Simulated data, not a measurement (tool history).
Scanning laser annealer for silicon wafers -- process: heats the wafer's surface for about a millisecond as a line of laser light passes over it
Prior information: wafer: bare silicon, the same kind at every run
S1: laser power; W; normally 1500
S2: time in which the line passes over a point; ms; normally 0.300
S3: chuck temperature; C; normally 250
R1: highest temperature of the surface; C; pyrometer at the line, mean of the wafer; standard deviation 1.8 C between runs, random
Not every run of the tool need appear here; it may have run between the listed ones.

run	hour	S1	S2	S3	R1
1	0.0	1500	0.300	250	957
2	14.6	1500	0.300	250	960
3	37.3	1500	0.300	250	956
4	54.2	1500	0.300	220	926
5	68.8	1500	0.300	220	928
6	81.8	1500	0.300	220	926
7	94.8	1500	0.300	220	928
8	104.4	1500	0.300	220	925
9	126.7	1500	0.300	220	926
10	144.3	1500	0.300	220	926
11	160.1	1632	0.300	250	1046
12	172.9	1632	0.300	250	1046
13	191.2	1632	0.300	250	1046
14	206.8	1632	0.300	250	1045
15	220.7	1632	0.300	250	1044
16	242.2	1632	0.300	250	1047
17	253.3	1500	0.300	250	966
18	269.8	1599	0.300	250	1026
19	288.6	1599	0.300	250	1022
20	302.3	1599	0.300	250	1024
21	322.0	1459	0.239	216	831
22	342.1	1459	0.239	216	832
23	363.7	1499	0.300	211	926
24	373.7	1499	0.300	211	927
25	384.1	1499	0.300	211	928
26	396.8	1423	0.287	267	920
27	410.2	1397	0.312	260	926
28	424.4	1501	0.312	261	987
29	434.9	1501	0.312	261	987
30	445.6	1501	0.312	261	985
31	460.4	1395	0.252	264	862
32	473.2	1603	0.332	232	1044
33	493.5	1603	0.332	232	1044
34	504.2	1500	0.241	237	875
35	527.2	1550	0.274	247	958
36	542.0	1500	0.378	241	1039
37	559.7	1545	0.378	241	1070
38	575.1	1622	0.243	279	986
39	594.0	1635	0.323	257	1076
40	607.0	1635	0.323	257	1073

Missing from the log above: 1 entry noted between runs. For each, name the pair of listed runs it sits between and say how the tool's hidden condition differs from the listed run just before to the listed run just after:
In the gap between runs 10 and 11: optics aligned, line set to its width (hour 156.3)
  light that passes the window, % of a clean one's: 97.39 -> 97.37; width of the line over the set one, %: 2.44 -> 0.03
  the result without the hidden state subtracted from the measured one, R1: -33 -> -24 C

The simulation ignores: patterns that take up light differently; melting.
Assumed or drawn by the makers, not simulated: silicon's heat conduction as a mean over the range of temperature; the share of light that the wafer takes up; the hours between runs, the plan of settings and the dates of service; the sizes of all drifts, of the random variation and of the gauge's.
